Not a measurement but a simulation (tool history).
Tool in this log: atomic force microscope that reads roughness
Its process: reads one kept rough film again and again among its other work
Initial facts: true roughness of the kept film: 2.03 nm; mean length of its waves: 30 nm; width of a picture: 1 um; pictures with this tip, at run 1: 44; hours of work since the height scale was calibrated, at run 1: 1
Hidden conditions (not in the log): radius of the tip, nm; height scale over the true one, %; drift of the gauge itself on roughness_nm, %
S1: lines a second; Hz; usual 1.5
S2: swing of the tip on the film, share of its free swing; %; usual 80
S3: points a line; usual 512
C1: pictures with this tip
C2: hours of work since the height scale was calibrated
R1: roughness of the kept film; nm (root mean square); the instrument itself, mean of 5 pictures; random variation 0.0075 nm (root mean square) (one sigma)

run 1 hour=0 | S1=1.5 S2=80 S3=512 | C1=44 C2=1 | R1=1.461
run 2 hour=10.7 | S1=1.5 S2=80 S3=512 | C1=56 C2=8 | R1=1.425
run 3 hour=20.3 | S1=1.5 S2=80 S3=429 | C1=67 C2=13 | R1=1.4
run 4 hour=31.3 | S1=1.5 S2=80 S3=429 | C1=80 C2=20 | R1=1.371
run 5 hour=39.2 | S1=1.5 S2=80 S3=512 | C1=90 C2=25 | R1=1.35
run 6 hour=50.3 | S1=1.5 S2=80 S3=418 | C1=103 C2=32 | R1=1.328
run 7 hour=62.4 | S1=1.5 S2=80 S3=418 | C1=117 C2=39 | R1=1.284
run 8 hour=73.6 | S1=1.5 S2=80 S3=418 | C1=130 C2=46 | R1=1.277
run 9 hour=86.7 | S1=1.5 S2=80 S3=418 | C1=145 C2=54 | R1=1.247
-- hour=89.6 new tip fitted
run 10 hour=98 | S1=1.89 S2=80 S3=512 | C1=9 C2=60 | R1=1.498
run 11 hour=104.5 | S1=1.89 S2=80 S3=512 | C1=17 C2=64 | R1=1.492
run 12 hour=111.7 | S1=1.89 S2=80 S3=512 | C1=25 C2=69 | R1=1.468
run 13 hour=124.7 | S1=1.89 S2=80 S3=512 | C1=41 C2=76 | R1=1.426
run 14 hour=137.7 | S1=3.97 S2=73 S3=549 | C1=56 C2=84 | R1=1.282
run 15 hour=147.9 | S1=0.85 S2=72 S3=512 | C1=68 C2=91 | R1=1.552
run 16 hour=153.4 | S1=0.88 S2=87 S3=855 | C1=74 C2=94 | R1=1.419
run 17 hour=163.4 | S1=2.07 S2=90 S3=855 | C1=86 C2=100 | R1=1.189
run 18 hour=176.1 | S1=2.07 S2=68 S3=1022 | C1=101 C2=108 | R1=1.39
run 19 hour=181.8 | S1=1.5 S2=83 S3=818 | C1=107 C2=111 | R1=1.287
run 20 hour=194.5 | S1=1.98 S2=63 S3=862 | C1=122 C2=119 | R1=1.395
run 21 hour=203.3 | S1=1.98 S2=63 S3=862 | C1=132 C2=124 | R1=1.367
run 22 hour=212.8 | S1=1.5 S2=61 S3=512 | C1=143 C2=130 | R1=1.376

The next listed run, before its measurement:
-- hour=216.3 new tip fitted
run 23 hour=221.2 | S1=1.5 S2=61 S3=512 | C1=6 C2=135 | R1=?

R1: 1.739 nm (root mean square)
Minus the tool's unlogged condition, the same run would have read R1 1.758 nm (root mean square).
